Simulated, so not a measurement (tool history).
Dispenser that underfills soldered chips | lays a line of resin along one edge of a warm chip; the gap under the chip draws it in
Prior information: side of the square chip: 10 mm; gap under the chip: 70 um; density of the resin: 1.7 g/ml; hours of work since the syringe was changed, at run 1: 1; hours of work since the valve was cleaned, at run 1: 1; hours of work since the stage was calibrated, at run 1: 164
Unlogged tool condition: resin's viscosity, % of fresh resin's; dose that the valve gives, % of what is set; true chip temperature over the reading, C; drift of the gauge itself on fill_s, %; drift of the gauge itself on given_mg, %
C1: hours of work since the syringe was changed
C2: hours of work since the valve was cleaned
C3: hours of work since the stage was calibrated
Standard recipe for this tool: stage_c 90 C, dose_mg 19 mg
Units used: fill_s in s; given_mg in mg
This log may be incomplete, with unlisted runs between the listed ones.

Run 1, hour 0: usual settings; C1 1; C2 1; C3 164. Result: fill_s 87.2 s, given_mg 18.9 mg.
Run 2, hour 5: usual settings; C1 4; C2 4; C3 167. Result: fill_s 108.2 s, given_mg 19.15 mg.
Run 3, hour 8.8: usual settings; C1 6; C2 6; C3 170. Result: fill_s 121.9 s, given_mg 18.93 mg.
At hour 12: new syringe of resin.
Run 4, hour 12.7: usual settings; C1 0; C2 9; C3 172. Result: fill_s 86.4 s, given_mg 19 mg.
Run 5, hour 16: usual settings; C1 3; C2 11; C3 174. Result: fill_s 98.1 s, given_mg 18.88 mg.
Run 6, hour 21.7: usual settings; C1 6; C2 14; C3 178. Result: fill_s 120.8 s, given_mg 19.02 mg.
At hour 24.7: new syringe of resin.
Run 7, hour 25.9: usual settings; C1 1; C2 17; C3 180. Result: fill_s 88.7 s, given_mg 18.9 mg.
Run 8, hour 30.5: usual settings but stage_c 104 C; C1 4; C2 20; C3 183. Result: fill_s 67.4 s, given_mg 18.84 mg.
Run 9, hour 34.7: usual settings but stage_c 104 C; C1 6; C2 22; C3 186. Result: fill_s 81.2 s, given_mg 19.04 mg.
At hour 38: new syringe of resin.
Run 10, hour 41.2: usual settings but stage_c 104 C; C1 2; C2 26; C3 190. Result: fill_s 58.7 s, given_mg 18.9 mg.
Run 11, hour 47.8: usual settings but dose_mg 18.8 mg; C1 6; C2 30; C3 194. Result: fill_s 119.4 s, given_mg 18.73 mg.
At hour 50.7: new syringe of resin.
Run 12, hour 54.9: usual settings but dose_mg 18.8 mg; C1 3; C2 35; C3 198. Result: fill_s 98.3 s, given_mg 18.61 mg.
Run 13, hour 58.8: usual settings but stage_c 104 C, dose_mg 16.6 mg; C1 5; C2 37; C3 201. Result: fill_s 74.1 s, given_mg 16.31 mg.
Run 14, hour 63: usual settings but stage_c 83 C, dose_mg 23.3 mg; C1 8; C2 40; C3 203. Result: fill_s 165.6 s, given_mg 22.93 mg.
At hour 63.7: new syringe of resin.
Run 15, hour 69.2: usual settings but stage_c 77 C; C1 3; C2 44; C3 207. Result: fill_s 162.6 s, given_mg 18.91 mg.
Run 16, hour 74.6: usual settings but stage_c 77 C, dose_mg 24.3 mg; C1 7; C2 47; C3 210. Result: fill_s 194.6 s, given_mg 23.87 mg.
At hour 76.4: new syringe of resin.
Run 17, hour 80: usual settings but stage_c 77 C, dose_mg 24.3 mg; C1 2; C2 50; C3 214. Result: fill_s 143.8 s, given_mg 24.19 mg.
Run 18, hour 86.3: usual settings but stage_c 77 C, dose_mg 24.3 mg; C1 6; C2 54; C3 218. Result: fill_s 181.8 s, given_mg 24.12 mg.
At hour 89.7: new syringe of resin.
Run 19, hour 92.6: usual settings but stage_c 81 C, dose_mg 16.4 mg; C1 2; C2 58; C3 222. Result: fill_s 128.9 s, given_mg 16.1 mg.
Run 20, hour 96: usual settings but stage_c 81 C, dose_mg 16.4 mg; C1 4; C2 60; C3 224. Result: fill_s 149.7 s, given_mg 16.01 mg.
Run 21, hour 100.6: usual settings but stage_c 104 C, dose_mg 18.7 mg; C1 7; C2 63; C3 227. Result: fill_s 81.2 s, given_mg 18.27 mg.
At hour 102.7: new syringe of resin.
Run 22, hour 107: usual settings but stage_c 104 C, dose_mg 18.7 mg; C1 3; C2 67; C3 230. Result: fill_s 63.2 s, given_mg 18.17 mg.
Run 23, hour 110.7: usual settings but stage_c 104 C, dose_mg 18.7 mg; C1 5; C2 69; C3 233. Result: fill_s 72.3 s, given_mg 18.19 mg.
At hour 115.4: new syringe of resin.
Run 24, hour 117.7: usual settings but stage_c 91 C; C1 1; C2 73; C3 237. Result: fill_s 86.8 s, given_mg 18.54 mg.

3 options for the next run, each taken on its own from the tool as it stands now. Forecast them:
Run A, hour 124.9: usual settings but stage_c 99 C, dose_mg 20.7 mg; C1 6; C2 78; C3 242. Result: fill_s ?, given_mg ?.
Run B, hour 124.9: usual settings but stage_c 92 C, dose_mg 24.4 mg; C1 6; C2 78; C3 242. Result: fill_s ?, given_mg ?.
Run C, hour 124.9: usual settings but stage_c 84 C; C1 6; C2 78; C3 242. Result: fill_s ?, given_mg ?.

run  fill_s  given_mg
  A    87.9     19.96
  B   108.7     23.67
  C   143.9     18.59
Without the tool's hidden state the same runs would have given:
run  fill_s  given_mg
  A      63      20.5
  B    78.2     24.31
  C   103.5     19.08

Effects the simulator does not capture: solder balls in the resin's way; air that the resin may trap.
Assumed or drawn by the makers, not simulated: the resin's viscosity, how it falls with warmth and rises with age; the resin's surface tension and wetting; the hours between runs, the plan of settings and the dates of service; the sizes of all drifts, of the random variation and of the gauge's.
